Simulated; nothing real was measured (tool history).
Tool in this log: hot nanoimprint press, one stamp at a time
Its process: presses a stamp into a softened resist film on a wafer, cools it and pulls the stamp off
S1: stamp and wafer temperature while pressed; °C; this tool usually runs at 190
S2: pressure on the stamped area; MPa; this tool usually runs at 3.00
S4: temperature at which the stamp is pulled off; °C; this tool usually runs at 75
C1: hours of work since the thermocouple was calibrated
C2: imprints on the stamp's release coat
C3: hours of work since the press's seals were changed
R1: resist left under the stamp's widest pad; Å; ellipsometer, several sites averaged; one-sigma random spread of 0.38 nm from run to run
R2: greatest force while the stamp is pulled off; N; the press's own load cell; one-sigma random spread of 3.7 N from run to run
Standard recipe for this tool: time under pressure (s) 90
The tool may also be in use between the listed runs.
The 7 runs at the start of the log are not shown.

run 8 hour=75.1 | S1=200 S2=3.00 time_under_pressure_(s)=90 S4=75 | C1=131 C2=510 C3=177 | R1=1830 R2=197
run 9 hour=81.7 | S1=200 S2=3.00 time_under_pressure_(s)=90 S4=75 | C1=133 C2=519 C3=180 | R1=1831 R2=192
run 10 hour=90.9 | S1=190 S2=3.00 time_under_pressure_(s)=90 S4=75 | C1=137 C2=532 C3=183 | R1=2408 R2=185
run 11 hour=102.1 | S1=190 S2=3.00 time_under_pressure_(s)=90 S4=75 | C1=142 C2=548 C3=188 | R1=2412 R2=194
run 12 hour=109.9 | S1=190 S2=3.00 time_under_pressure_(s)=90 S4=75 | C1=145 C2=559 C3=191 | R1=2417 R2=191
run 13 hour=121.1 | S1=190 S2=2.26 time_under_pressure_(s)=90 S4=75 | C1=150 C2=576 C3=196 | R1=2659 R2=194
run 14 hour=129.8 | S1=190 S2=2.26 time_under_pressure_(s)=90 S4=75 | C1=153 C2=588 C3=199 | R1=2664 R2=189
run 15 hour=141.0 | S1=198 S2=2.26 time_under_pressure_(s)=90 S4=75 | C1=158 C2=604 C3=204 | R1=2188 R2=194
run 16 hour=153.8 | S1=199 S2=3.00 time_under_pressure_(s)=90 S4=75 | C1=163 C2=622 C3=209 | R1=1901 R2=206
run 17 hour=159.9 | S1=191 S2=2.18 time_under_pressure_(s)=90 S4=75 | C1=165 C2=631 C3=212 | R1=2650 R2=192
run 18 hour=170.2 | S1=195 S2=3.00 time_under_pressure_(s)=90 S4=75 | C1=170 C2=646 C3=216 | R1=2130 R2=193
run 19 hour=181.9 | S1=199 S2=3.00 time_under_pressure_(s)=64 S4=74 | C1=175 C2=663 C3=221 | R1=2151 R2=196
-- hour=193.3 gauge calibrated
run 20 hour=195.4 | S1=188 S2=3.61 time_under_pressure_(s)=140 S4=65 | C1=180 C2=682 C3=226 | R1=2026 R2=223
run 21 hour=206.0 | S1=188 S2=4.04 time_under_pressure_(s)=140 S4=65 | C1=184 C2=697 C3=231 | R1=1930 R2=233
run 22 hour=215.8 | S1=188 S2=4.04 time_under_pressure_(s)=120 S4=82 | C1=188 C2=711 C3=235 | R1=2046 R2=179
run 23 hour=226.5 | S1=190 S2=3.66 time_under_pressure_(s)=179 S4=75 | C1=193 C2=726 C3=239 | R1=1724 R2=192
run 24 hour=236.0 | S1=190 S2=3.00 time_under_pressure_(s)=90 S4=66 | C1=197 C2=740 C3=243 | R1=2388 R2=218
run 25 hour=249.5 | S1=199 S2=1.96 time_under_pressure_(s)=61 S4=64 | C1=202 C2=759 C3=249 | R1=2523 R2=230
run 26 hour=259.5 | S1=199 S2=1.96 time_under_pressure_(s)=61 S4=64 | C1=206 C2=774 C3=253 | R1=2524 R2=234
run 27 hour=271.2 | S1=187 S2=2.57 time_under_pressure_(s)=146 S4=64 | C1=211 C2=790 C3=257 | R1=2372 R2=239
run 28 hour=283.2 | S1=187 S2=2.57 time_under_pressure_(s)=146 S4=64 | C1=216 C2=808 C3=262 | R1=2369 R2=229
run 29 hour=292.8 | S1=187 S2=2.57 time_under_pressure_(s)=146 S4=64 | C1=220 C2=821 C3=266 | R1=2383 R2=224

What does the tool deliver on the next run?
run 30 hour=302.8 | S1=186 S2=2.14 time_under_pressure_(s)=81 S4=64 | C1=224 C2=836 C3=270 | R1=? R2=?

Run 30 gave R1 3021 Å, R2 234 N.
With no hidden state in the tool, this same run would have given R1 2974 Å, R2 233 N.
